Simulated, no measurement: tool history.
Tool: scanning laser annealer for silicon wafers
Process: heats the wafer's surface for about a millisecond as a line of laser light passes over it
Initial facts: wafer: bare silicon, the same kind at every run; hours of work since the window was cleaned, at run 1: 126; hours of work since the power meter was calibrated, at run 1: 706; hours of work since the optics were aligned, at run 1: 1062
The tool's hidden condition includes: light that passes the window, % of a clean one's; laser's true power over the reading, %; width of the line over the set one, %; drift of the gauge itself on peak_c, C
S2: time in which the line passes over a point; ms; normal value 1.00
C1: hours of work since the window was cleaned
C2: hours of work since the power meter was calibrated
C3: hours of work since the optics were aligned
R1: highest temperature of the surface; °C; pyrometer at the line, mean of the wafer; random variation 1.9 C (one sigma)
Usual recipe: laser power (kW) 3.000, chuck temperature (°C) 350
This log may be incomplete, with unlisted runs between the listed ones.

{"run": 1, "hour": 0.0, "laser power (kW)": 3.0, "S2": 1.0, "chuck temperature (°C)": 350, "C1": 126, "C2": 706, "C3": 1062, "R1": 1154}
{"run": 2, "hour": 29.1, "laser power (kW)": 3.0, "S2": 1.0, "chuck temperature (°C)": 350, "C1": 144, "C2": 724, "C3": 1080, "R1": 1159}
{"run": 3, "hour": 57.7, "laser power (kW)": 3.0, "S2": 1.0, "chuck temperature (°C)": 350, "C1": 161, "C2": 741, "C3": 1097, "R1": 1152}
{"run": 4, "hour": 97.6, "laser power (kW)": 3.0, "S2": 1.0, "chuck temperature (°C)": 350, "C1": 186, "C2": 766, "C3": 1122, "R1": 1156}
{"run": 5, "hour": 130.7, "laser power (kW)": 3.0, "S2": 1.0, "chuck temperature (°C)": 350, "C1": 206, "C2": 786, "C3": 1142, "R1": 1150}
{"run": 6, "hour": 171.5, "laser power (kW)": 3.0, "S2": 1.0, "chuck temperature (°C)": 350, "C1": 231, "C2": 811, "C3": 1167, "R1": 1152}
{"run": 7, "hour": 209.4, "laser power (kW)": 2.607, "S2": 1.0, "chuck temperature (°C)": 350, "C1": 254, "C2": 834, "C3": 1190, "R1": 1020}
{"run": 8, "hour": 250.6, "laser power (kW)": 3.0, "S2": 1.0, "chuck temperature (°C)": 350, "C1": 280, "C2": 860, "C3": 1216, "R1": 1145}
{"run": 9, "hour": 294.6, "laser power (kW)": 3.0, "S2": 1.0, "chuck temperature (°C)": 350, "C1": 307, "C2": 887, "C3": 1243, "R1": 1150}
{"hour": 303.1, "done": "optics aligned, line set to its width"}
{"run": 10, "hour": 347.5, "laser power (kW)": 2.82, "S2": 1.21, "chuck temperature (°C)": 363, "C1": 336, "C2": 916, "C3": 27, "R1": 1168}
{"run": 11, "hour": 384.1, "laser power (kW)": 2.864, "S2": 0.7, "chuck temperature (°C)": 382, "C1": 358, "C2": 939, "C3": 50, "R1": 994}

For run 12, what comes out?
{"run": 12, "hour": 434.2, "laser power (kW)": 2.6, "S2": 1.11, "chuck temperature (°C)": 320, "C1": 389, "C2": 969, "C3": 80, "R1": "?"}

{"run 12": {"R1": 1010}}
With the hidden condition absent and the run-to-run variation left alone, this run would have shown R1 1046 °C.
